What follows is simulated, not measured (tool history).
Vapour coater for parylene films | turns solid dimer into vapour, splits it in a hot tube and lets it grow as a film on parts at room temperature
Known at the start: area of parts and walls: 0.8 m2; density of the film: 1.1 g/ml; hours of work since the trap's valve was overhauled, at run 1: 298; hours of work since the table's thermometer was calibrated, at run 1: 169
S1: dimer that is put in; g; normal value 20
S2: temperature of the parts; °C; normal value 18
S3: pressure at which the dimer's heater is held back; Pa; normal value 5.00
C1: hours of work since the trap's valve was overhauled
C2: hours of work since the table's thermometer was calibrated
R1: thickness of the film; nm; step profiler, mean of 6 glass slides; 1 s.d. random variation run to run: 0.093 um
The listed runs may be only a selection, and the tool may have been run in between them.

run,hour,S1,S2,S3,C1,C2,R1
1,0.0,20,18,5.00,298,169,10300
2,20.2,20,21,5.00,311,182,9450
3,41.2,20,21,5.00,324,196,9440
4,54.4,20,18,5.00,332,204,10340
5,74.0,20,18,5.00,345,217,10330
6,99.8,20,18,5.00,362,233,10180
7,114.6,20,18,5.00,371,243,10190
8,136.5,20,18,5.00,385,257,10230
9,162.2,20,18,5.00,402,273,10080
10,178.9,20,18,5.00,412,284,10180
11,205.6,20,18,5.00,429,301,10100
12,219.4,8,24,4.99,438,310,3400
13,244.3,8,19,4.75,454,326,3850
# hour 254.3: trap's valve overhauled
14,277.0,8,19,4.75,15,344,4470
15,298.4,8,19,4.75,28,358,4410
16,316.3,8,19,4.75,40,370,4330
17,336.9,10,18,5.00,53,383,5590
18,354.1,18,18,3.40,64,394,10280
19,378.1,10,18,4.69,79,409,5520
20,394.7,24,28,8.26,90,420,9590
21,417.2,31,13,2.45,104,434,21080

5 ways to go on from here, each from the tool as it stands after run 21. What would each give?
A,433.3,10,13,2.45,115,445,?
B,433.3,9,25,9.30,115,445,?
C,433.3,15,12,3.60,115,445,?
D,433.3,12,13,4.72,115,445,?
E,433.3,20,12,3.82,115,445,?

run,R1
A,6800
B,3810
C,10220
D,7780
E,13610
What these runs would have given with no unlogged condition in the tool:
run,R1
A,7030
B,3940
C,10570
D,8050
E,14080
